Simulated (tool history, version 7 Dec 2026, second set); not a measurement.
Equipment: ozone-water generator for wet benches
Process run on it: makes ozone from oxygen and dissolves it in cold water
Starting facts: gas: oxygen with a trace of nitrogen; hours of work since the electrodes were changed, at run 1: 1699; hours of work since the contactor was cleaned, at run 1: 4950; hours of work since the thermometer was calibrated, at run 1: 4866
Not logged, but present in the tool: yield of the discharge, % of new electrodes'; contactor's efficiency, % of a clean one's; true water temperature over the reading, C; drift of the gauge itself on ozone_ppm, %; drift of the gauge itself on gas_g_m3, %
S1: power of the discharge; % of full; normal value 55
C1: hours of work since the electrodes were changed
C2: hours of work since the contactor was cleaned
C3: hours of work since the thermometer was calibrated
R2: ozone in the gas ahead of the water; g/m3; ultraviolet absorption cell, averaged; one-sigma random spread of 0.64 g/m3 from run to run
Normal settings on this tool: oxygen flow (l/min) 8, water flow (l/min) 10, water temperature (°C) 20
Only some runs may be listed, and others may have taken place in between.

Run 1, hour 0: usual settings; C1 1699; C2 4950; C3 4866. Result: dissolved ozone (ppm) 20.7, R2 134.1 g/m3.
Run 2, hour 48.2: usual settings but water flow (l/min) 7; C1 1746; C2 4997; C3 4913. Result: dissolved ozone (ppm) 24.7, R2 134.6 g/m3.
Run 3, hour 77.8: usual settings but water flow (l/min) 7; C1 1775; C2 5025; C3 4942. Result: dissolved ozone (ppm) 24.4, R2 133.7 g/m3.
Run 4, hour 139.8: usual settings but water flow (l/min) 11; C1 1835; C2 5085; C3 5002. Result: dissolved ozone (ppm) 19.9, R2 135.2 g/m3.
Run 5, hour 166.9: usual settings but water flow (l/min) 11; C1 1861; C2 5112; C3 5028. Result: dissolved ozone (ppm) 19.5, R2 134.1 g/m3.
Run 6, hour 215.5: usual settings but water flow (l/min) 11; C1 1908; C2 5159; C3 5076. Result: dissolved ozone (ppm) 19.6, R2 135.1 g/m3.
Run 7, hour 269: usual settings but water flow (l/min) 11; C1 1960; C2 5211; C3 5128. Result: dissolved ozone (ppm) 19.6, R2 133.6 g/m3.
Run 8, hour 302.6: usual settings but oxygen flow (l/min) 6.24; C1 1993; C2 5244; C3 5160. Result: dissolved ozone (ppm) 22.3, R2 156 g/m3.
Run 9, hour 348: usual settings but oxygen flow (l/min) 6.24; C1 2037; C2 5288; C3 5204. Result: dissolved ozone (ppm) 22.4, R2 155.5 g/m3.
Run 10, hour 382.4: usual settings; C1 2071; C2 5321; C3 5238. Result: dissolved ozone (ppm) 20.7, R2 133.9 g/m3.
Run 11, hour 412.6: usual settings; C1 2100; C2 5351; C3 5267. Result: dissolved ozone (ppm) 20.6, R2 134.1 g/m3.
Run 12, hour 459.6: usual settings; C1 2145; C2 5396; C3 5313. Result: dissolved ozone (ppm) 20.7, R2 132.8 g/m3.
Run 13, hour 517.1: usual settings but S1 97 % of full; C1 2201; C2 5452; C3 5369. Result: dissolved ozone (ppm) 34.2, R2 220.2 g/m3.
Run 14, hour 550.5: usual settings but S1 97 % of full; C1 2234; C2 5485; C3 5401. Result: dissolved ozone (ppm) 34.2, R2 223 g/m3.
Run 15, hour 582.3: usual settings but S1 97 % of full; C1 2265; C2 5515; C3 5432. Result: dissolved ozone (ppm) 34.2, R2 222.4 g/m3.
At hour 622.1: contactor cleaned.
Run 16, hour 627.2: usual settings; C1 2305; C2 5; C3 5472. Result: dissolved ozone (ppm) 21.6, R2 132.4 g/m3.
Run 17, hour 666.5: usual settings; C1 2343; C2 43; C3 5510. Result: dissolved ozone (ppm) 21.6, R2 133.6 g/m3.
Run 18, hour 706.2: usual settings but water temperature (°C) 14; C1 2381; C2 82; C3 5549. Result: dissolved ozone (ppm) 24.5, R2 133.8 g/m3.
Run 19, hour 758.9: usual settings but water temperature (°C) 14; C1 2432; C2 133; C3 5600. Result: dissolved ozone (ppm) 24.4, R2 134.6 g/m3.
Run 20, hour 791.6: usual settings but S1 56 % of full; C1 2464; C2 165; C3 5632. Result: dissolved ozone (ppm) 21.8, R2 134.4 g/m3.
At hour 810.1: water thermometer calibrated.
Run 21, hour 843.1: usual settings but S1 58 % of full, oxygen flow (l/min) 4.5, water flow (l/min) 7; C1 2514; C2 214; C3 32. Result: dissolved ozone (ppm) 32.1, R2 198.7 g/m3.
Run 22, hour 872.1: usual settings but water flow (l/min) 13, water temperature (°C) 25; C1 2542; C2 242; C3 60. Result: dissolved ozone (ppm) 16.8, R2 133.5 g/m3.
Run 23, hour 931.6: usual settings but S1 99 % of full, water flow (l/min) 9; C1 2600; C2 300; C3 118. Result: dissolved ozone (ppm) 38.2, R2 225.2 g/m3.
Run 24, hour 987.6: usual settings but S1 95 % of full, oxygen flow (l/min) 12.55, water flow (l/min) 9; C1 2654; C2 355; C3 172. Result: dissolved ozone (ppm) 30.4, R2 165.4 g/m3.
Run 25, hour 1035.2: usual settings but S1 62 % of full, oxygen flow (l/min) 6.59, water temperature (°C) 13; C1 2700; C2 401; C3 219. Result: dissolved ozone (ppm) 29.6, R2 166.7 g/m3.
Run 26, hour 1071.8: usual settings but S1 88 % of full, water temperature (°C) 15; C1 2736; C2 436; C3 254. Result: dissolved ozone (ppm) 36.5, R2 201.2 g/m3.
Run 27, hour 1122.8: usual settings but S1 88 % of full, oxygen flow (l/min) 8.1, water temperature (°C) 15; C1 2786; C2 486; C3 304. Result: dissolved ozone (ppm) 36.2, R2 199.4 g/m3.
Run 28, hour 1152.9: usual settings but water flow (l/min) 8; C1 2815; C2 515; C3 333. Result: dissolved ozone (ppm) 23.9, R2 132.7 g/m3.
Run 29, hour 1194: usual settings but water flow (l/min) 8; C1 2855; C2 555; C3 373. Result: dissolved ozone (ppm) 23.5, R2 132.6 g/m3.
Run 30, hour 1232.2: usual settings but S1 64 % of full; C1 2892; C2 592; C3 410. Result: dissolved ozone (ppm) 24.3, R2 150.9 g/m3.
Run 31, hour 1289.8: usual settings but S1 64 % of full; C1 2948; C2 648; C3 466. Result: dissolved ozone (ppm) 24.5, R2 151.9 g/m3.
Run 32, hour 1337.9: usual settings but S1 90 % of full, oxygen flow (l/min) 4.66, water flow (l/min) 8, water temperature (°C) 17; C1 2995; C2 695; C3 513. Result: dissolved ozone (ppm) 46.3, R2 286.7 g/m3.

Consider 4 possible next runs. They are alternatives, not a sequence: every one starts from the tool as it was left by run 32. What does each give?
Run A, hour 1398.4: usual settings but S1 71 % of full, water flow (l/min) 9; C1 3053; C2 754; C3 572. Result: dissolved ozone (ppm) ?, R2 ?.
Run B, hour 1398.4: usual settings but S1 52 % of full, water flow (l/min) 7; C1 3053; C2 754; C3 572. Result: dissolved ozone (ppm) ?, R2 ?.
Run C, hour 1398.4: usual settings but oxygen flow (l/min) 4.24; C1 3053; C2 754; C3 572. Result: dissolved ozone (ppm) ?, R2 ?.
Run D, hour 1398.4: usual settings but S1 82 % of full, oxygen flow (l/min) 4.66, water flow (l/min) 12, water temperature (°C) 15; C1 3053; C2 754; C3 572. Result: dissolved ozone (ppm) ?, R2 ?.

run  dissolved ozone (ppm)     R2
  A                   28.1  164.6
  B                   23.9  125.1
  C                   25.3  193.6
  D                   34.3  261.7
With the hidden condition removed and each run's random variation left untouched, the same runs would have given:
run  dissolved ozone (ppm)     R2
  A                   29.2  169.8
  B                   24.6    128
  C                   26.1  198.4
  D                   35.7  271.1
